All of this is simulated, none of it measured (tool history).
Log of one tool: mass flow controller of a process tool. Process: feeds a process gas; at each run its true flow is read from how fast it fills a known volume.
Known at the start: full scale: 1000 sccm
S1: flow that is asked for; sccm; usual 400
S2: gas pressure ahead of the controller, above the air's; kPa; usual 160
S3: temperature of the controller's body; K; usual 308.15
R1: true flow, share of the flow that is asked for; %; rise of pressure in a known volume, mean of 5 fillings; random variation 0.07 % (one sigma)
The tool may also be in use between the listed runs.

run	hour	S1	S2	S3	R1
1	0	400	160	308.15	93.88
2	247.6	400	160	304.15	93.88
3	429.6	400	160	304.15	93.85
4	728.1	400	160	304.15	93.78
5	1080.3	400	165	304.15	93.69
6	1394.5	400	160	293.15	93.95
7	1685.4	400	160	308.15	93.19
8	2005.7	400	160	308.15	93.18
9	2163	400	160	297.15	93.6
10	2428.7	863	160	308.15	94.53
11	2666.6	863	160	308.15	94.46
12	2932.1	400	251	308.15	93.51
13	3258.1	400	251	308.15	93.43
14	3513.1	400	251	308.15	93.31
15	3863.3	400	251	308.15	93.33
16	4055.6	400	160	308.15	92.58
17	4363.7	400	160	296.15	92.86
18	4594.1	400	160	308.15	92.26
19	4826	123	244	296.15	88.22
20	5141.6	298	215	298.15	92.11
21	5480.3	975	232	313.15	94.36
22	5757.9	119	162	296.15	86.82
# hour 5784.1: controller's zero set anew
# hour 6008.8: controller exchanged for a calibrated one
23	6060.7	241	192	308.15	98.87
24	6307.4	161	177	303.15	98.69
25	6474.2	400	160	303.15	98.79
# hour 6579: controller's zero set anew, once more
26	6656.6	400	160	303.15	98.58
27	6869.5	400	149	306.15	98.45
28	7222.3	396	257	311.15	98.93
29	7416.4	880	229	295.15	100.02
30	7761.6	880	229	295.15	99.94
31	8113.5	497	173	306.15	98.5
32	8307.9	998	160	293.15	99.54
33	8544	643	183	293.15	99.04
34	8862.3	643	183	293.15	99.09
35	9127	353	213	295.15	98.62
36	9466.6	400	177	306.15	97.8

4 ways to go on from here, each from the tool as it stands after run 36. What would each give?
A	9829.6	400	155	306.15	?
B	9829.6	400	177	294.15	?
C	9829.6	400	199	298.15	?
D	9829.6	400	146	308.15	?

run	R1
A	97.63
B	98.08
C	98.35
D	97.47
Without the tool's hidden state the same runs would have given:
run	R1
A	98.62
B	99.08
C	99.34
D	98.46

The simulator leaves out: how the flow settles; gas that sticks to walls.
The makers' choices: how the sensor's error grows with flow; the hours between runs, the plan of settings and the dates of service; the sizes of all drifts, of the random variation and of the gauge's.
